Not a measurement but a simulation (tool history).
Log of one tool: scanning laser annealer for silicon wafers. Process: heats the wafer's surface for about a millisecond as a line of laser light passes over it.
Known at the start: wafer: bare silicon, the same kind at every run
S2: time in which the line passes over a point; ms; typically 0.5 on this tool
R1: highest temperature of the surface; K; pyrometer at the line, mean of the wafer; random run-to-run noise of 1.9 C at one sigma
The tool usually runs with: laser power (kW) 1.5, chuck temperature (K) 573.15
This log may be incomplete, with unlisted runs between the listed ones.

Run 1, hour 0: usual settings. Result: R1 1347.15 K.
Run 2, hour 19.4: usual settings but laser power (kW) 1.601. Result: R1 1394.15 K.
Run 3, hour 28.3: usual settings. Result: R1 1344.15 K.
Run 4, hour 37: usual settings but laser power (kW) 1.357. Result: R1 1276.15 K.
Run 5, hour 49.9: usual settings but S2 0.553 ms. Result: R1 1380.15 K.
Run 6, hour 71.1: usual settings but chuck temperature (K) 601.15. Result: R1 1370.15 K.
Run 7, hour 81.5: usual settings but chuck temperature (K) 601.15. Result: R1 1374.15 K.
Run 8, hour 100.6: usual settings. Result: R1 1341.15 K.
Run 9, hour 118.7: usual settings. Result: R1 1337.15 K.
Run 10, hour 130.6: usual settings. Result: R1 1341.15 K.
Run 11, hour 150.6: usual settings but laser power (kW) 1.4. Result: R1 1295.15 K.
Run 12, hour 171.3: usual settings but laser power (kW) 1.4. Result: R1 1296.15 K.
Run 13, hour 189.3: usual settings but laser power (kW) 1.4. Result: R1 1295.15 K.
Run 14, hour 203.4: usual settings but laser power (kW) 1.4. Result: R1 1294.15 K.
Run 15, hour 216.2: usual settings but laser power (kW) 1.4. Result: R1 1294.15 K.
Run 16, hour 226.4: usual settings but laser power (kW) 1.4, chuck temperature (K) 609.15. Result: R1 1333.15 K.
Run 17, hour 246.1: usual settings but chuck temperature (K) 569.15. Result: R1 1333.15 K.
Run 18, hour 256.4: usual settings but chuck temperature (K) 569.15. Result: R1 1337.15 K.
Run 19, hour 277.4: usual settings. Result: R1 1340.15 K.
Run 20, hour 289.1: usual settings but laser power (kW) 1.444. Result: R1 1310.15 K.
Run 21, hour 299.8: usual settings but laser power (kW) 1.623. Result: R1 1396.15 K.
Run 22, hour 318.5: usual settings but laser power (kW) 1.623. Result: R1 1394.15 K.
Run 23, hour 336.8: usual settings but laser power (kW) 1.545, chuck temperature (K) 600.15. Result: R1 1387.15 K.
Run 24, hour 349.2: usual settings but laser power (kW) 1.545, S2 0.514 ms, chuck temperature (K) 538.15. Result: R1 1330.15 K.
Run 25, hour 366: usual settings but laser power (kW) 1.522, S2 0.371 ms, chuck temperature (K) 596.15. Result: R1 1269.15 K.
Run 26, hour 374.9: usual settings but laser power (kW) 1.401, chuck temperature (K) 547.15. Result: R1 1261.15 K.
Run 27, hour 395.7: usual settings but laser power (kW) 1.401, S2 0.505 ms, chuck temperature (K) 571.15. Result: R1 1291.15 K.
Run 28, hour 414.3: usual settings but laser power (kW) 1.498, S2 0.39 ms, chuck temperature (K) 571.15. Result: R1 1244.15 K.
Run 29, hour 430.3: usual settings but laser power (kW) 1.3, S2 0.381 ms. Result: R1 1161.15 K.
Run 30, hour 450.9: usual settings but laser power (kW) 1.608, S2 0.59 ms. Result: R1 1447.15 K.
At hour 454.9: window over the wafer cleaned.
Run 31, hour 466.1: usual settings but laser power (kW) 1.371, S2 0.59 ms, chuck temperature (K) 577.15. Result: R1 1354.15 K.
Run 32, hour 478.8: usual settings but S2 0.385 ms. Result: R1 1271.15 K.
Run 33, hour 490.6: usual settings but chuck temperature (K) 609.15. Result: R1 1391.15 K.
Run 34, hour 505.2: usual settings but S2 0.366 ms, chuck temperature (K) 583.15. Result: R1 1261.15 K.
Run 35, hour 515.6: usual settings but laser power (kW) 1.472, S2 0.437 ms, chuck temperature (K) 591.15. Result: R1 1311.15 K.
Run 36, hour 529.1: usual settings but laser power (kW) 1.472, S2 0.437 ms, chuck temperature (K) 591.15. Result: R1 1315.15 K.
Run 37, hour 547.1: usual settings but laser power (kW) 1.357, chuck temperature (K) 566.15. Result: R1 1278.15 K.
Run 38, hour 559.9: usual settings but laser power (kW) 1.357, S2 0.494 ms, chuck temperature (K) 549.15. Result: R1 1257.15 K.
Run 39, hour 568.8: usual settings but laser power (kW) 1.357, S2 0.494 ms, chuck temperature (K) 549.15. Result: R1 1259.15 K.
Run 40, hour 588.9: usual settings but laser power (kW) 1.357, S2 0.494 ms, chuck temperature (K) 549.15. Result: R1 1259.15 K.

For some of the steps in R1 from one run to the next: how much would appear even if the tool had no hidden state, given the settings, what came in and random variation, and how much remains for the hidden state plus any gauge scatter that the measured result and the result without hidden state don't share?
Unlogged tool condition in this case: light that passes the window, % of a clean one's; laser's true power over the reading, %; width of the line over the set one, %; drift of the gauge itself on peak_c, C.
Run 24 -> 25: laser power (kW) 1.545 -> 1.522, S2 0.514 -> 0.371, chuck temperature (K) 538.15 -> 596.15. R1 -61 K: hidden state +4, all else -65.
Run 29 -> 30: laser power (kW) 1.3 -> 1.608, S2 0.381 -> 0.59. R1 +286 K: hidden state -9, all else +295.
Run 30 -> 31: laser power (kW) 1.608 -> 1.371, chuck temperature (K) 573.15 -> 577.15, window over the wafer cleaned. R1 -93 K: hidden state +27, all else -120.
Run 32 -> 33: S2 0.385 -> 0.5, chuck temperature (K) 573.15 -> 609.15. R1 +120 K: hidden state -1, all else +121.
Run 33 -> 34: S2 0.5 -> 0.366, chuck temperature (K) 609.15 -> 583.15. R1 -130 K: hidden state +0, all else -130.
